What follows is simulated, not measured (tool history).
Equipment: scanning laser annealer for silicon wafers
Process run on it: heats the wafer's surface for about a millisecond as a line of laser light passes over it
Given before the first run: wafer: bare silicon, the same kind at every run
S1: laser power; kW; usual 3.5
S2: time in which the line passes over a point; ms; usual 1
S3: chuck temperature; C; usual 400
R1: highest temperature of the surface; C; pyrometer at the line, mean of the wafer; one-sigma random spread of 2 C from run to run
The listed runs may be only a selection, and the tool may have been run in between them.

run    hour     S1    S2   S3    R1
  1       0    3.5     1  400  1247
  2    29.4    3.5     1  400  1244
  3    74.9    3.5     1  400  1249
  4   101.5    3.5     1  400  1245
  5   140.3  3.697     1  400  1302
  6   176.2    3.5     1  400  1240
  7   220.3    3.5     1  400  1237
  8     243    3.5     1  400  1235
  9   266.1    3.5     1  400  1233
 10   315.7    3.5     1  400  1231
 11   362.5    3.5     1  400  1228
 12   396.1    3.5     1  400  1227
 13   444.6    3.5     1  400  1225
 14   480.7    3.5     1  400  1229
 15   514.7    3.5     1  400  1222
 16   553.1    3.5     1  400  1222
 17     581    3.5     1  400  1219
 18   606.1    3.5     1  400  1219
      612.5  -- laser's power meter calibrated
 19   646.1    3.5     1  400  1222
 20   673.8  3.626     1  400  1256
 21   703.4  3.248     1  396  1139
 22   727.7  3.248     1  396  1137
 23   771.4  2.978  0.93  368  1001
 24   813.4  3.485  1.25  368  1289
      845.1  -- laser's power meter calibrated, once more
 25   845.1  3.485  1.25  368  1273
      850.5  -- window over the wafer cleaned
 26   887.3    3.5  0.91  400  1184
 27   936.3  3.254  0.86  381  1070
 28   957.1  3.254  0.86  381  1072
 29   990.4  3.254  0.86  381  1069
 30  1021.6   3.45  0.86  381  1125
 31  1051.4   3.45  0.86  381  1122
 32  1078.6   3.45  0.86  381  1121
 33  1107.4   3.45  0.86  381  1120
 34  1141.1   3.45  0.86  381  1114
 35  1163.7   3.45  0.86  381  1117
 36  1205.1  3.818   0.7  427  1167
 37  1229.3    3.5     1  429  1245
 38  1263.1    3.5     1  429  1244
 39  1287.1    3.5     1  429  1243
 40  1313.5    3.5     1  429  1241

Each row is a separate what-if for the run after 40, all from the same tool condition, not one after another. Results?
  A  1343.9    3.5  0.71  400   ?
  B  1343.9  3.157     1  372   ?
  C  1343.9    3.5  1.19  429   ?

run    R1
  A  1062
  B  1084
  C  1328
With no hidden state in the tool, these same runs would have given:
run    R1
  A  1094
  B  1117
  C  1371

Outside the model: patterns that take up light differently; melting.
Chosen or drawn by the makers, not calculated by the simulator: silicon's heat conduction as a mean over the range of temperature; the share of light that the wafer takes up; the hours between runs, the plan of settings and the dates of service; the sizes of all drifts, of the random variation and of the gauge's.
